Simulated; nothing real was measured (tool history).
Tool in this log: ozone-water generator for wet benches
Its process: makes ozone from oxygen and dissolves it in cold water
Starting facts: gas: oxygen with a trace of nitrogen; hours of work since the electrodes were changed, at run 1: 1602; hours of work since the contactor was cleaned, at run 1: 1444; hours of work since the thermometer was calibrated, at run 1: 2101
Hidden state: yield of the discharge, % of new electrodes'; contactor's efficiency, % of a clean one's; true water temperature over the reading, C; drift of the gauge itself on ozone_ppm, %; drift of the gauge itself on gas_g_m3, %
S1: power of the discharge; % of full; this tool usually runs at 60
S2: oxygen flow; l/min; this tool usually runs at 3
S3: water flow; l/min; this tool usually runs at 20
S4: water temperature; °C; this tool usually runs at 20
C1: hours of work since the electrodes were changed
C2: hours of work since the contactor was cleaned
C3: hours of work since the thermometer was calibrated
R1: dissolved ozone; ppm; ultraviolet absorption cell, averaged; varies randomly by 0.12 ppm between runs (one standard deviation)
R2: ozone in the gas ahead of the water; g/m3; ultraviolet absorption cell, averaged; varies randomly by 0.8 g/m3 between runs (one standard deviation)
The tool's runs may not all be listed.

{"run": 1, "hour": 0.0, "S1": 60, "S2": 3, "S3": 20, "S4": 20, "C1": 1602, "C2": 1444, "C3": 2101, "R1": 8.7, "R2": 116.1}
{"run": 2, "hour": 44.3, "S1": 60, "S2": 3, "S3": 26, "S4": 20, "C1": 1644, "C2": 1486, "C3": 2143, "R1": 6.9, "R2": 116.1}
{"run": 3, "hour": 92.6, "S1": 60, "S2": 3, "S3": 20, "S4": 20, "C1": 1690, "C2": 1532, "C3": 2189, "R1": 8.7, "R2": 113.8}
{"run": 4, "hour": 138.3, "S1": 60, "S2": 3, "S3": 20, "S4": 13, "C1": 1734, "C2": 1576, "C3": 2233, "R1": 9.3, "R2": 115.2}
{"run": 5, "hour": 181.1, "S1": 60, "S2": 3, "S3": 20, "S4": 13, "C1": 1774, "C2": 1616, "C3": 2274, "R1": 9.1, "R2": 115.1}
{"run": 6, "hour": 237.2, "S1": 60, "S2": 3, "S3": 20, "S4": 15, "C1": 1828, "C2": 1670, "C3": 2327, "R1": 8.9, "R2": 114.6}
{"run": 7, "hour": 266.7, "S1": 60, "S2": 3, "S3": 20, "S4": 20, "C1": 1856, "C2": 1698, "C3": 2355, "R1": 8.6, "R2": 114.7}
{"run": 8, "hour": 316.9, "S1": 88, "S2": 3, "S3": 20, "S4": 20, "C1": 1904, "C2": 1746, "C3": 2403, "R1": 11.6, "R2": 154.5}
{"run": 9, "hour": 340.7, "S1": 60, "S2": 3, "S3": 20, "S4": 20, "C1": 1926, "C2": 1768, "C3": 2426, "R1": 8.5, "R2": 114.3}
{"run": 10, "hour": 390.4, "S1": 60, "S2": 3, "S3": 20, "S4": 20, "C1": 1974, "C2": 1816, "C3": 2473, "R1": 8.6, "R2": 114}
{"run": 11, "hour": 435.8, "S1": 60, "S2": 3, "S3": 20, "S4": 20, "C1": 2017, "C2": 1859, "C3": 2516, "R1": 8.7, "R2": 114.7}
{"run": 12, "hour": 483.3, "S1": 60, "S2": 3, "S3": 31, "S4": 20, "C1": 2062, "C2": 1904, "C3": 2561, "R1": 5.7, "R2": 114.1}
{"run": 13, "hour": 525.4, "S1": 60, "S2": 3, "S3": 20, "S4": 20, "C1": 2102, "C2": 1944, "C3": 2601, "R1": 8.4, "R2": 112.4}
{"run": 14, "hour": 564.3, "S1": 60, "S2": 3, "S3": 20, "S4": 20, "C1": 2139, "C2": 1981, "C3": 2638, "R1": 8.5, "R2": 113.9}
{"run": 15, "hour": 598.9, "S1": 60, "S2": 3, "S3": 13, "S4": 20, "C1": 2172, "C2": 2014, "C3": 2671, "R1": 11.8, "R2": 112.2}
{"run": 16, "hour": 645.7, "S1": 57, "S2": 3, "S3": 30, "S4": 20, "C1": 2217, "C2": 2059, "C3": 2716, "R1": 5.7, "R2": 109.1}
{"run": 17, "hour": 703.6, "S1": 57, "S2": 3, "S3": 30, "S4": 20, "C1": 2272, "C2": 2114, "C3": 2771, "R1": 5.5, "R2": 108.6}
{"run": 18, "hour": 731.6, "S1": 57, "S2": 3, "S3": 30, "S4": 20, "C1": 2299, "C2": 2141, "C3": 2798, "R1": 5.5, "R2": 107.3}
{"run": 19, "hour": 757.4, "S1": 57, "S2": 3, "S3": 30, "S4": 20, "C1": 2323, "C2": 2165, "C3": 2822, "R1": 5.5, "R2": 107.5}
{"run": 20, "hour": 789.6, "S1": 57, "S2": 3, "S3": 30, "S4": 20, "C1": 2354, "C2": 2196, "C3": 2853, "R1": 5.6, "R2": 107.7}
{"run": 21, "hour": 833.3, "S1": 57, "S2": 3, "S3": 30, "S4": 20, "C1": 2395, "C2": 2237, "C3": 2895, "R1": 5.5, "R2": 107.4}
{"run": 22, "hour": 887.7, "S1": 60, "S2": 3.82, "S3": 13, "S4": 23, "C1": 2447, "C2": 2289, "C3": 2946, "R1": 11.9, "R2": 102.5}
{"run": 23, "hour": 926.7, "S1": 60, "S2": 3.82, "S3": 13, "S4": 23, "C1": 2484, "C2": 2326, "C3": 2984, "R1": 11.8, "R2": 103.4}
{"run": 24, "hour": 952.1, "S1": 73, "S2": 2, "S3": 20, "S4": 13, "C1": 2508, "C2": 2350, "C3": 3008, "R1": 8.5, "R2": 146}
{"run": 25, "hour": 1000.6, "S1": 73, "S2": 2, "S3": 20, "S4": 13, "C1": 2555, "C2": 2397, "C3": 3054, "R1": 8.4, "R2": 145.6}

Consider 5 possible next runs. They are alternatives, not a sequence: every one starts from the tool as it was left by run 25. What does each give?
{"run": "A", "hour": 1025.0, "S1": 66, "S2": 3, "S3": 20, "S4": 12, "C1": 2578, "C2": 2420, "C3": 3077, "R1": "?", "R2": "?"}
{"run": "B", "hour": 1025.0, "S1": 44, "S2": 4.51, "S3": 23, "S4": 13, "C1": 2578, "C2": 2420, "C3": 3077, "R1": "?", "R2": "?"}
{"run": "C", "hour": 1025.0, "S1": 46, "S2": 2, "S3": 21, "S4": 17, "C1": 2578, "C2": 2420, "C3": 3077, "R1": "?", "R2": "?"}
{"run": "D", "hour": 1025.0, "S1": 60, "S2": 3, "S3": 15, "S4": 20, "C1": 2578, "C2": 2420, "C3": 3077, "R1": "?", "R2": "?"}
{"run": "E", "hour": 1025.0, "S1": 60, "S2": 3, "S3": 20, "S4": 14, "C1": 2578, "C2": 2420, "C3": 3077, "R1": "?", "R2": "?"}

run=A R1=9.5 R2=119.5
run=B R1=7.3 R2=77.5
run=C R1=5.6 R2=102.1
run=D R1=10.4 R2=110.7
run=E R1=8.8 R2=112.6
What these runs would have given with no unlogged condition in the tool:
run=A R1=11.2 R2=136.1
run=B R1=8.3 R2=84.4
run=C R1=6.4 R2=111.8
run=D R1=12.2 R2=124.8
run=E R1=10.4 R2=126.8

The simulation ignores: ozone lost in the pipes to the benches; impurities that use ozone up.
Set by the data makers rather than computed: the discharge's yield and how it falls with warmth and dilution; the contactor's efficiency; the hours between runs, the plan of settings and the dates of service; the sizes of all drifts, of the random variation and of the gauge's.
